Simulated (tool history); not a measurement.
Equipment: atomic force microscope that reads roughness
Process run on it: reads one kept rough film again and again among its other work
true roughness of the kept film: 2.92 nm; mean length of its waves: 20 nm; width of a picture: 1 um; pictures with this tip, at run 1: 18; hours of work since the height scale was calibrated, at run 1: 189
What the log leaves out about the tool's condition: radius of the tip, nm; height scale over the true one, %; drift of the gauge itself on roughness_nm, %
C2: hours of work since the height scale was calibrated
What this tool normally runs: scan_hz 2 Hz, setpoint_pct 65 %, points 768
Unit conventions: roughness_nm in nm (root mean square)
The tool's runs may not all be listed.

Run 1, day 0: usual settings; pictures with this tip 18; C2 189. Result: roughness_nm 2.318 nm (root mean square).
Run 2, day 0.267: usual settings; pictures with this tip 25; C2 194. Result: roughness_nm 2.275 nm (root mean square).
Run 3, day 0.475: usual settings; pictures with this tip 31; C2 197. Result: roughness_nm 2.247 nm (root mean square).
Run 4, day 0.762: usual settings; pictures with this tip 39; C2 202. Result: roughness_nm 2.212 nm (root mean square).
Run 5, day 1.175: usual settings but scan_hz 2.65 Hz; pictures with this tip 51; C2 209. Result: roughness_nm 2.125 nm (root mean square).
Run 6, day 1.575: usual settings but scan_hz 2.65 Hz, setpoint_pct 70 %; pictures with this tip 62; C2 215. Result: roughness_nm 2.03 nm (root mean square).
Run 7, day 1.829: usual settings but scan_hz 2.65 Hz, setpoint_pct 70 %; pictures with this tip 69; C2 220. Result: roughness_nm 1.998 nm (root mean square).
Run 8, day 2.146: usual settings but scan_hz 2.65 Hz, setpoint_pct 70 %; pictures with this tip 78; C2 225. Result: roughness_nm 1.962 nm (root mean square).
Run 9, day 2.433: usual settings; pictures with this tip 86; C2 229. Result: roughness_nm 2.033 nm (root mean square).
Run 10, day 2.671: usual settings; pictures with this tip 92; C2 233. Result: roughness_nm 2.011 nm (root mean square).
At day 2.75: height scale calibrated on a step standard.
Run 11, day 2.938: usual settings; pictures with this tip 99; C2 3. Result: roughness_nm 1.973 nm (root mean square).
Run 12, day 3.342: usual settings; pictures with this tip 110; C2 10. Result: roughness_nm 1.937 nm (root mean square).
Run 13, day 3.662: usual settings but setpoint_pct 77 %; pictures with this tip 119; C2 15. Result: roughness_nm 1.803 nm (root mean square).
At day 3.733: height scale calibrated on a step standard, once more.
Run 14, day 4.004: usual settings but scan_hz 0.88 Hz, points 266; pictures with this tip 127; C2 4. Result: roughness_nm 1.899 nm (root mean square).
Run 15, day 4.329: usual settings but scan_hz 0.88 Hz, points 266; pictures with this tip 136; C2 10. Result: roughness_nm 1.872 nm (root mean square).
Run 16, day 4.642: usual settings but scan_hz 3.38 Hz, setpoint_pct 80 %, points 891; pictures with this tip 145; C2 15. Result: roughness_nm 1.577 nm (root mean square).
Run 17, day 5.029: usual settings but scan_hz 3.38 Hz, setpoint_pct 80 %, points 891; pictures with this tip 156; C2 21. Result: roughness_nm 1.538 nm (root mean square).
Run 18, day 5.379: usual settings but scan_hz 3.38 Hz, setpoint_pct 80 %, points 891; pictures with this tip 165; C2 27. Result: roughness_nm 1.514 nm (root mean square).
Run 19, day 5.771: usual settings but points 354; pictures with this tip 176; C2 33. Result: roughness_nm 1.74 nm (root mean square).
Run 20, day 6.133: usual settings but scan_hz 0.59 Hz, setpoint_pct 83 %, points 956; pictures with this tip 186; C2 39. Result: roughness_nm 1.748 nm (root mean square).
Run 21, day 6.408: usual settings but setpoint_pct 57 %, points 774; pictures with this tip 194; C2 44. Result: roughness_nm 1.751 nm (root mean square).
Run 22, day 6.704: usual settings but setpoint_pct 73 %, points 274; pictures with this tip 202; C2 49. Result: roughness_nm 1.586 nm (root mean square).
Run 23, day 7.054: usual settings but setpoint_pct 73 %, points 274; pictures with this tip 212; C2 54. Result: roughness_nm 1.561 nm (root mean square).
Run 24, day 7.242: usual settings but scan_hz 2.86 Hz, points 807; pictures with this tip 217; C2 57. Result: roughness_nm 1.617 nm (root mean square).
Run 25, day 7.567: usual settings but scan_hz 2.84 Hz, points 826; pictures with this tip 226; C2 63. Result: roughness_nm 1.588 nm (root mean square).

Below are 4 alternative next runs, each starting from the tool's condition after run 25. Predict each:
Run A, day 7.804: usual settings but scan_hz 2.84 Hz, setpoint_pct 81 %, points 308; pictures with this tip 233; C2 67. Result: roughness_nm ?.
Run B, day 7.804: usual settings but scan_hz 1.66 Hz, points 323; pictures with this tip 233; C2 67. Result: roughness_nm ?.
Run C, day 7.804: usual settings but scan_hz 1.48 Hz, points 479; pictures with this tip 233; C2 67. Result: roughness_nm ?.
Run D, day 7.804: usual settings but scan_hz 2.84 Hz, points 826; pictures with this tip 233; C2 67. Result: roughness_nm ?.

run  roughness_nm
  A         1.383
  B         1.602
  C         1.639
  D          1.59
Take away the tool's hidden state, keep each run's random variation, and the runs would have read:
run  roughness_nm
  A         2.038
  B          2.36
  C         2.416
  D         2.341

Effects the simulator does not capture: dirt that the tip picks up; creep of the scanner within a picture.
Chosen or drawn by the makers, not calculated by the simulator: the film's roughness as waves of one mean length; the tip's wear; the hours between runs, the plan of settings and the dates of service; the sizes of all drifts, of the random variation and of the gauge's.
